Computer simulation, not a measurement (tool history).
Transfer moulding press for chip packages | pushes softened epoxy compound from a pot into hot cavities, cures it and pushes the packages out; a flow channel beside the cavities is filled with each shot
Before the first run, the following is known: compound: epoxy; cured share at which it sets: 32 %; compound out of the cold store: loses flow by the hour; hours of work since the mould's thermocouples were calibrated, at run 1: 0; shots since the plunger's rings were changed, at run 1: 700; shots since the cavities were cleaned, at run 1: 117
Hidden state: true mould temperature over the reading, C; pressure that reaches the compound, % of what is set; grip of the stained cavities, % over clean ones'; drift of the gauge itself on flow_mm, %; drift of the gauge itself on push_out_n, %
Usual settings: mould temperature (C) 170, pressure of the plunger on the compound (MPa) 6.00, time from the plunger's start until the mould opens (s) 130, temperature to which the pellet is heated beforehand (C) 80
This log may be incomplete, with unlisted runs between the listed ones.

run   hour  mould temperature (C)  pressure of the plunger on the compound (MPa)  time from the plunger's start until the mould opens (s)  temperature to which the pellet is heated beforehand (C)  hours of work since the mould's thermocouples were calibrated  shots since the plunger's rings were changed  shots since the cavities were cleaned  incoming compound's hours out of the cold store  length that the compound runs in the flow channel (mm)  greatest force on the pins that push the packages out (N)
  1    0.0                    170                                           6.00                                                      130                                                        80                                                              0                                           700                                    117                                             20.8                                                     596                                                        636
  2   13.6                    170                                           6.00                                                      130                                                        80                                                             10                                           854                                    271                                             42.8                                                     550                                                        670
  3   32.0                    170                                           6.00                                                      130                                                        83                                                             23                                          1063                                    480                                             38.1                                                     558                                                        771
  4   55.2                    170                                           6.00                                                      130                                                        80                                                             40                                          1326                                    743                                              9.9                                                     616                                                        905
      60.3  -- cavities cleaned with cleaning compound and waxed
  5   77.3                    170                                           6.00                                                      130                                                        80                                                             56                                          1559                                    192                                             11.3                                                     624                                                        705
  6   93.0                    170                                           6.00                                                      130                                                        83                                                             67                                          1737                                    370                                             28.2                                                     574                                                        746
  7  104.3                    170                                           4.72                                                      130                                                        80                                                             75                                          1866                                    499                                             39.3                                                     488                                                        783
  8  125.9                    170                                           6.00                                                      130                                                        80                                                             91                                          2110                                    743                                             12.7                                                     598                                                        856
     132.5  -- cavities cleaned with cleaning compound and waxed
  9  140.8                    170                                           6.00                                                      130                                                        80                                                            101                                          2262                                     94                                             41.9                                                     538                                                        566
 10  161.6                    170                                           6.00                                                      130                                                        80                                                            116                                          2498                                    330                                             24.2                                                     569                                                        724
 11  181.3                    170                                           6.00                                                      130                                                        80                                                            131                                          2721                                    553                                             12.8                                                     586                                                        849
 12  194.2                    165                                           6.00                                                      142                                                        70                                                            140                                          2868                                    700                                             40.0                                                     555                                                        994
     204.0  -- cavities cleaned with cleaning compound and waxed
 13  210.2                    165                                           6.00                                                      142                                                        70                                                            151                                          3032                                     70                                             37.8                                                     556                                                        706
 14  223.8                    178                                           6.83                                                      130                                                        77                                                            161                                          3186                                    224                                             32.9                                                     556                                                        531
 15  240.7                    170                                           6.00                                                      130                                                        88                                                            173                                          3378                                    416                                             43.9                                                     532                                                        716
 16  260.3                    170                                           6.45                                                      130                                                        88                                                            187                                          3599                                    637                                              9.1                                                     611                                                        828
     274.3  -- cavities cleaned with cleaning compound and waxed
 17  279.8                    165                                           4.61                                                      115                                                        81                                                            201                                          3804                                     63                                             21.6                                                     504                                                       1143
 18  302.3                    166                                           6.00                                                      134                                                        80                                                            217                                          4059                                    318                                             40.9                                                     529                                                        831
 19  317.5                    166                                           4.68                                                      134                                                        86                                                            228                                          4231                                    490                                             35.3                                                     477                                                        909
 20  335.2                    174                                           5.83                                                      124                                                        76                                                            241                                          4432                                    691                                             21.2                                                     531                                                        743
     345.9  -- cavities cleaned with cleaning compound and waxed
 21  347.6                    170                                           5.51                                                      130                                                        74                                                            249                                          4555                                     19                                             37.9                                                     495                                                        542

4 options for the next run, each taken on its own from the tool as it stands now. Forecast them:
  A  367.0                    170                                           5.51                                                      130                                                        77                                                            264                                          4775                                    239                                             47.6                                                       ?                                                          ?
  B  367.0                    167                                           6.00                                                      157                                                        80                                                            264                                          4775                                    239                                             39.5                                                       ?                                                          ?
  C  367.0                    163                                           6.00                                                      153                                                        86                                                            264                                          4775                                    239                                              8.7                                                       ?                                                          ?
  D  367.0                    170                                           6.61                                                      130                                                        84                                                            264                                          4775                                    239                                             45.5                                                       ?                                                          ?

run  length that the compound runs in the flow channel (mm)  greatest force on the pins that push the packages out (N)
  A                                                     480                                                        675
  B                                                     512                                                        597
  C                                                     592                                                        856
  D                                                     521                                                        646
With the hidden condition removed and each run's random variation left untouched, the same runs would have given:
run  length that the compound runs in the flow channel (mm)  greatest force on the pins that push the packages out (N)
  A                                                     534                                                        524
  B                                                     570                                                        463
  C                                                     658                                                        667
  D                                                     579                                                        503

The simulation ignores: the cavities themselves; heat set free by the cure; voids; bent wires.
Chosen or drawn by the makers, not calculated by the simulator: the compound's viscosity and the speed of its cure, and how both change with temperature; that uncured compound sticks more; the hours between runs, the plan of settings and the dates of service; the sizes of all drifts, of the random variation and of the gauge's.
